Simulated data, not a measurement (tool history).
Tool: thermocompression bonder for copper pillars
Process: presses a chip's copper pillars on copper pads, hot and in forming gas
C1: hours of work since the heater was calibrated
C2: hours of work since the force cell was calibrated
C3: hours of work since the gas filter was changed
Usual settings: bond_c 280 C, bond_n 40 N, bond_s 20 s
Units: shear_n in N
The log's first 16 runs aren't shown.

run 17 hour=143 | bond_c=280 bond_n=40 bond_s=20 | C1=1054 C2=393 C3=209 | shear_n=58.5
run 18 hour=152.1 | bond_c=280 bond_n=40 bond_s=20 | C1=1060 C2=398 C3=215 | shear_n=58.9
run 19 hour=158.1 | bond_c=280 bond_n=40 bond_s=20 | C1=1063 C2=402 C3=218 | shear_n=57.5
run 20 hour=165.5 | bond_c=280 bond_n=40 bond_s=20 | C1=1068 C2=406 C3=223 | shear_n=58.5
run 21 hour=176.6 | bond_c=300 bond_n=38 bond_s=52 | C1=1074 C2=413 C3=229 | shear_n=84
run 22 hour=185.2 | bond_c=271 bond_n=29 bond_s=31 | C1=1079 C2=418 C3=234 | shear_n=46.9
run 23 hour=192.7 | bond_c=293 bond_n=53 bond_s=15 | C1=1084 C2=423 C3=239 | shear_n=75.3
run 24 hour=203.5 | bond_c=293 bond_n=53 bond_s=46 | C1=1090 C2=429 C3=245 | shear_n=86.4
run 25 hour=211 | bond_c=267 bond_n=53 bond_s=20 | C1=1095 C2=433 C3=250 | shear_n=63.6
run 26 hour=223.4 | bond_c=267 bond_n=50 bond_s=47 | C1=1102 C2=441 C3=257 | shear_n=74.4
run 27 hour=235.4 | bond_c=251 bond_n=33 bond_s=18 | C1=1109 C2=448 C3=264 | shear_n=31
run 28 hour=246.5 | bond_c=263 bond_n=31 bond_s=24 | C1=1116 C2=454 C3=271 | shear_n=39.3
-- hour=253.9 heater calibrated with a thermocouple chip
run 29 hour=254.3 | bond_c=288 bond_n=33 bond_s=20 | C1=0 C2=458 C3=274 | shear_n=61.3
run 30 hour=263 | bond_c=270 bond_n=40 bond_s=39 | C1=5 C2=463 C3=279 | shear_n=69.9
run 31 hour=272.2 | bond_c=290 bond_n=40 bond_s=39 | C1=11 C2=469 C3=285 | shear_n=80.5
run 32 hour=280.3 | bond_c=290 bond_n=40 bond_s=39 | C1=16 C2=473 C3=290 | shear_n=79.2
run 33 hour=288.7 | bond_c=290 bond_n=40 bond_s=39 | C1=21 C2=478 C3=295 | shear_n=79.9
run 34 hour=301.2 | bond_c=290 bond_n=40 bond_s=39 | C1=28 C2=486 C3=302 | shear_n=80.2
run 35 hour=313.3 | bond_c=290 bond_n=40 bond_s=39 | C1=35 C2=493 C3=309 | shear_n=81.3
run 36 hour=322.4 | bond_c=280 bond_n=40 bond_s=14 | C1=41 C2=498 C3=315 | shear_n=58.3
run 37 hour=331.3 | bond_c=256 bond_n=24 bond_s=12 | C1=46 C2=504 C3=320 | shear_n=23.6
run 38 hour=343.5 | bond_c=267 bond_n=24 bond_s=12 | C1=53 C2=511 C3=327 | shear_n=28.5
run 39 hour=349.4 | bond_c=295 bond_n=25 bond_s=46 | C1=57 C2=514 C3=331 | shear_n=65.7

Forecast each of these 5 alternatives for the next run:
run A hour=355.7 | bond_c=295 bond_n=52 bond_s=46 | C1=60 C2=518 C3=334 | shear_n=?
run B hour=355.7 | bond_c=269 bond_n=51 bond_s=18 | C1=60 C2=518 C3=334 | shear_n=?
run C hour=355.7 | bond_c=285 bond_n=25 bond_s=46 | C1=60 C2=518 C3=334 | shear_n=?
run D hour=355.7 | bond_c=264 bond_n=34 bond_s=20 | C1=60 C2=518 C3=334 | shear_n=?
run E hour=355.7 | bond_c=260 bond_n=44 bond_s=20 | C1=60 C2=518 C3=334 | shear_n=?

run=A shear_n=88.4
run=B shear_n=64.7
run=C shear_n=60
run=D shear_n=47.3
run=E shear_n=54.7
Without the tool's hidden state the same runs would have given:
run=A shear_n=98.2
run=B shear_n=71.4
run=C shear_n=66.1
run=D shear_n=52
run=E shear_n=60.1
